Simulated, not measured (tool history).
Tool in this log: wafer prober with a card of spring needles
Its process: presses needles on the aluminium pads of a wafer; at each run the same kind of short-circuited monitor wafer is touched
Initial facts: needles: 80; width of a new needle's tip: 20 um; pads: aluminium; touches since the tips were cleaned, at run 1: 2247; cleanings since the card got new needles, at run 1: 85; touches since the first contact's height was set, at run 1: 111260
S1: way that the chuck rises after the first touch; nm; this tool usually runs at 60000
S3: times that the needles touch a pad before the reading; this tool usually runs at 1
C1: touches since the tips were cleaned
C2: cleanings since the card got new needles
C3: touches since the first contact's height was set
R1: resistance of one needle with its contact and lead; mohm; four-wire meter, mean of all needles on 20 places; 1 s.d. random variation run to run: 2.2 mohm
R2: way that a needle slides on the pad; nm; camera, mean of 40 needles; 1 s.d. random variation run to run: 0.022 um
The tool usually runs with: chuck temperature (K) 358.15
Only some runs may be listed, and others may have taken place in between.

run 1 day=0.000 | S1=60000 chuck_temperature_(K)=358.15 S3=1 | C1=2247 C2=85 C3=111260 | R1=264 R2=7620
-- day=0.133 tips cleaned on abrasive film
-- day=0.462 tips cleaned on abrasive film
-- day=0.779 tips cleaned on abrasive film
-- day=1.083 tips cleaned on abrasive film
run 2 day=1.096 | S1=60000 chuck_temperature_(K)=317.15 S3=1 | C1=136 C2=89 C3=123051 | R1=236 R2=7570
-- day=1.412 tips cleaned on abrasive film
-- day=1.775 tips cleaned on abrasive film
run 3 day=1.871 | S1=50000 chuck_temperature_(K)=358.15 S3=1 | C1=1060 C2=91 C3=131465 | R1=268 R2=6290
-- day=2.092 tips cleaned on abrasive film
-- day=2.404 tips cleaned on abrasive film
run 4 day=2.446 | S1=50000 chuck_temperature_(K)=358.15 S3=1 | C1=453 C2=93 C3=137652 | R1=259 R2=6250
-- day=2.708 tips cleaned on abrasive film
run 5 day=2.929 | S1=50000 chuck_temperature_(K)=358.15 S3=1 | C1=2402 C2=94 C3=142905 | R1=278 R2=6250
-- day=3.004 tips cleaned on abrasive film
-- day=3.333 tips cleaned on abrasive film
-- day=3.650 tips cleaned on abrasive film
run 6 day=3.821 | S1=50000 chuck_temperature_(K)=358.15 S3=1 | C1=1885 C2=97 C3=152530 | R1=277 R2=6240
-- day=3.958 tips cleaned on abrasive film
-- day=4.296 tips cleaned on abrasive film
-- day=4.633 tips cleaned on abrasive film
run 7 day=4.800 | S1=64000 chuck_temperature_(K)=358.15 S3=1 | C1=1817 C2=100 C3=163099 | R1=259 R2=8060
-- day=4.992 tips cleaned on abrasive film
run 8 day=5.250 | S1=64000 chuck_temperature_(K)=358.15 S3=1 | C1=2838 C2=101 C3=167968 | R1=266 R2=8030
-- day=5.304 tips cleaned on abrasive film
-- day=5.596 tips cleaned on abrasive film
-- day=5.954 tips cleaned on abrasive film
run 9 day=6.012 | S1=60000 chuck_temperature_(K)=358.15 S3=1 | C1=612 C2=104 C3=176172 | R1=254 R2=7520
-- day=6.275 tips cleaned on abrasive film
-- day=6.621 tips cleaned on abrasive film
-- day=6.925 tips cleaned on abrasive film
run 10 day=7.108 | S1=60000 chuck_temperature_(K)=358.15 S3=1 | C1=1988 C2=107 C3=188033 | R1=266 R2=7460
-- day=7.254 tips cleaned on abrasive film
-- day=7.558 tips cleaned on abrasive film
-- day=7.871 tips cleaned on abrasive film
run 11 day=7.925 | S1=60000 chuck_temperature_(K)=358.15 S3=1 | C1=598 C2=110 C3=196824 | R1=255 R2=7420
-- day=8.183 tips cleaned on abrasive film
-- day=8.525 tips cleaned on abrasive film
run 12 day=8.671 | S1=45000 chuck_temperature_(K)=333.15 S3=1 | C1=1609 C2=112 C3=204893 | R1=282 R2=5500
-- day=8.817 tips cleaned on abrasive film
-- day=9.129 tips cleaned on abrasive film
-- day=9.275 height of the first contact set anew
-- day=9.483 tips cleaned on abrasive film
run 13 day=9.483 | S1=43000 chuck_temperature_(K)=366.15 S3=1 | C1=0 C2=115 C3=2230 | R1=263 R2=5570
-- day=9.846 tips cleaned on abrasive film
-- day=10.188 tips cleaned on abrasive film
run 14 day=10.458 | S1=43000 chuck_temperature_(K)=366.15 S3=1 | C1=2967 C2=117 C3=12809 | R1=302 R2=5560
-- day=10.533 tips cleaned on abrasive film
-- day=10.875 tips cleaned on abrasive film
-- day=11.208 tips cleaned on abrasive film
-- day=11.521 tips cleaned on abrasive film
run 15 day=11.521 | S1=71000 chuck_temperature_(K)=317.15 S3=1 | C1=0 C2=121 C3=24241 | R1=228 R2=9160
-- day=11.862 tips cleaned on abrasive film
run 16 day=11.992 | S1=60000 chuck_temperature_(K)=358.15 S3=2 | C1=1392 C2=122 C3=29330 | R1=253 R2=7750
-- day=12.179 tips cleaned on abrasive film
-- day=12.525 tips cleaned on abrasive film
-- day=12.858 tips cleaned on abrasive film
run 17 day=12.938 | S1=52000 chuck_temperature_(K)=332.15 S3=2 | C1=871 C2=125 C3=39548 | R1=248 R2=6690
-- day=13.154 tips cleaned on abrasive film
-- day=13.462 tips cleaned on abrasive film
run 18 day=13.588 | S1=60000 chuck_temperature_(K)=358.15 S3=2 | C1=1364 C2=127 C3=46595 | R1=248 R2=7720
-- day=13.808 tips cleaned on abrasive film
-- day=14.146 tips cleaned on abrasive film
-- day=14.475 tips cleaned on abrasive film
run 19 day=14.475 | S1=60000 chuck_temperature_(K)=341.15 S3=1 | C1=0 C2=130 C3=56129 | R1=245 R2=7690
-- day=14.829 tips cleaned on abrasive film
run 20 day=14.979 | S1=60000 chuck_temperature_(K)=341.15 S3=1 | C1=1652 C2=131 C3=61624 | R1=255 R2=7690
-- day=15.129 tips cleaned on abrasive film
-- day=15.446 tips cleaned on abrasive film
run 21 day=15.588 | S1=60000 chuck_temperature_(K)=333.15 S3=2 | C1=1540 C2=133 C3=68175 | R1=244 R2=7700
-- day=15.804 tips cleaned on abrasive film
-- day=16.104 tips cleaned on abrasive film
run 22 day=16.167 | S1=54000 chuck_temperature_(K)=365.15 S3=1 | C1=696 C2=135 C3=74447 | R1=258 R2=6890

What if the next run were any one of these 5? Each begins from the tool's condition after run 22:
-- day=16.446 tips cleaned on abrasive film
-- day=16.754 tips cleaned on abrasive film
run A day=16.979 | S1=54000 chuck_temperature_(K)=346.15 S3=1 | C1=2422 C2=137 C3=83210 | R1=? R2=?
-- day=16.446 tips cleaned on abrasive film
-- day=16.754 tips cleaned on abrasive film
run B day=16.979 | S1=60000 chuck_temperature_(K)=321.15 S3=1 | C1=2422 C2=137 C3=83210 | R1=? R2=?
-- day=16.446 tips cleaned on abrasive film
-- day=16.754 tips cleaned on abrasive film
run C day=16.979 | S1=54000 chuck_temperature_(K)=362.15 S3=1 | C1=2422 C2=137 C3=83210 | R1=? R2=?
-- day=16.446 tips cleaned on abrasive film
-- day=16.754 tips cleaned on abrasive film
run D day=16.979 | S1=60000 chuck_temperature_(K)=301.15 S3=2 | C1=2422 C2=137 C3=83210 | R1=? R2=?
-- day=16.446 tips cleaned on abrasive film
-- day=16.754 tips cleaned on abrasive film
run E day=16.979 | S1=50000 chuck_temperature_(K)=365.15 S3=2 | C1=2422 C2=137 C3=83210 | R1=? R2=?

run=A R1=272 R2=6910
run=B R1=253 R2=7610
run=C R1=272 R2=6870
run=D R1=237 R2=7640
run=E R1=263 R2=6370
Take away the tool's hidden state, keep each run's random variation, and the runs would have read:
run=A R1=241 R2=7050
run=B R1=228 R2=7760
run=C R1=243 R2=7020
run=D R1=221 R2=7780
run=E R1=241 R2=6510
